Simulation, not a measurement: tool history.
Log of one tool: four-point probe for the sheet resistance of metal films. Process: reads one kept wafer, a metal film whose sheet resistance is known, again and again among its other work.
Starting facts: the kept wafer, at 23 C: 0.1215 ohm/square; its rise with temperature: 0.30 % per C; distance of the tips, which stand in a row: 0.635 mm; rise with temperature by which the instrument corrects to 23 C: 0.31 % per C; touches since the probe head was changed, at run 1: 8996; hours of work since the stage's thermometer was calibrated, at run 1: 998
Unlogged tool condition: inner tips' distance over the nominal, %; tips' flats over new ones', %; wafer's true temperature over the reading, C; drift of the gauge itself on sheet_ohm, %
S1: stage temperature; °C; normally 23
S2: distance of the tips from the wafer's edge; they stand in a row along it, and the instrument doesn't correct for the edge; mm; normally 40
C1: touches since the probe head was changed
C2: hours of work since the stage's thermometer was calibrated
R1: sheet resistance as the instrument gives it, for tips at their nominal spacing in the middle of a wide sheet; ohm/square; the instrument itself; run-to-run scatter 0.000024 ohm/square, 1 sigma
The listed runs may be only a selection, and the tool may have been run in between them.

run 1 hour=0 | S1=23 S2=40 | C1=8996 C2=998 | R1=0.120888
run 2 hour=37.3 | S1=23 S2=40 | C1=9605 C2=1025 | R1=0.120893
run 3 hour=64 | S1=32 S2=40 | C1=10040 C2=1044 | R1=0.120824
run 4 hour=102.2 | S1=32 S2=40 | C1=10663 C2=1072 | R1=0.120799
run 5 hour=140.4 | S1=32 S2=40 | C1=11286 C2=1099 | R1=0.120826
run 6 hour=186.4 | S1=23 S2=4 | C1=12037 C2=1132 | R1=0.122502
run 7 hour=210.5 | S1=23 S2=40 | C1=12431 C2=1149 | R1=0.120896
run 8 hour=241.7 | S1=23 S2=40 | C1=12940 C2=1171 | R1=0.120955
run 9 hour=270.6 | S1=35 S2=53 | C1=13411 C2=1192 | R1=0.120749
run 10 hour=299.2 | S1=35 S2=53 | C1=13878 C2=1213 | R1=0.120723
run 11 hour=323.2 | S1=24 S2=10 | C1=14270 C2=1230 | R1=0.121153
run 12 hour=370.5 | S1=21 S2=71 | C1=15042 C2=1264 | R1=0.1209
run 13 hour=403.1 | S1=22 S2=24 | C1=15573 C2=1287 | R1=0.120928

5 ways to go on from here, each from the tool as it stands after run 13. What would each give?
run A hour=429.6 | S1=22 S2=43 | C1=16006 C2=1306 | R1=?
run B hour=429.6 | S1=23 S2=52 | C1=16006 C2=1306 | R1=?
run C hour=429.6 | S1=29 S2=44 | C1=16006 C2=1306 | R1=?
run D hour=429.6 | S1=19 S2=40 | C1=16006 C2=1306 | R1=?
run E hour=429.6 | S1=29 S2=28 | C1=16006 C2=1306 | R1=?

run=A R1=0.120943
run=B R1=0.12093
run=C R1=0.120813
run=D R1=0.120931
run=E R1=0.120861
Had the tool no hidden state, the same runs would have come out as:
run=A R1=0.121557
run=B R1=0.121543
run=C R1=0.121427
run=D R1=0.121544
run=E R1=0.121475
